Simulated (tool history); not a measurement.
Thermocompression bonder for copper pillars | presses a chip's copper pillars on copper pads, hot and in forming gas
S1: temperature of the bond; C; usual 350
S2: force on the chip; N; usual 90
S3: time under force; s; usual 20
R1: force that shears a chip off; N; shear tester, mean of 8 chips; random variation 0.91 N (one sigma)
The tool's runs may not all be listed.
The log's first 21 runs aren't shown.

| run | hour | S1 | S2 | S3 | R1 |
|---|---|---|---|---|---|
| 22 | 996.7 | 366 | 135 | 20 | 111.4 |
| 23 | 1062.3 | 366 | 135 | 20 | 110.3 |
|  | 1085.4 | forming gas filter changed |
| 24 | 1121 | 353 | 113 | 11 | 80.4 |
| 25 | 1165.4 | 337 | 90 | 59 | 95.6 |
| 26 | 1197.7 | 345 | 82 | 20 | 65.9 |
| 27 | 1234.2 | 350 | 73 | 25 | 67.1 |
| 28 | 1271.3 | 355 | 113 | 29 | 102.7 |
| 29 | 1314.5 | 355 | 113 | 29 | 102.8 |
| 30 | 1361.8 | 355 | 113 | 29 | 102.6 |
| 31 | 1406.6 | 368 | 113 | 43 | 116.6 |
| 32 | 1435.9 | 368 | 113 | 43 | 117.9 |
| 33 | 1485.7 | 337 | 68 | 18 | 47.9 |
| 34 | 1525.1 | 337 | 68 | 18 | 49.9 |
| 35 | 1580.3 | 337 | 68 | 18 | 47.6 |
| 36 | 1608.4 | 349 | 85 | 41 | 87.8 |
| 37 | 1661.8 | 345 | 90 | 20 | 71.6 |

Forecast each of these 3 alternatives for the next run:
|  | 1668.3 | forming gas filter changed |
| A | 1706.1 | 378 | 118 | 33 | ? |
|  | 1668.3 | forming gas filter changed |
| B | 1706.1 | 359 | 74 | 12 | ? |
|  | 1668.3 | forming gas filter changed |
| C | 1706.1 | 350 | 123 | 20 | ? |

| run | R1 |
|---|---|
| A | 119.9 |
| B | 55.5 |
| C | 97.6 |
Without the tool's hidden state the same runs would have given:
| run | R1 |
|---|---|
| A | 120 |
| B | 55.5 |
| C | 97.6 |
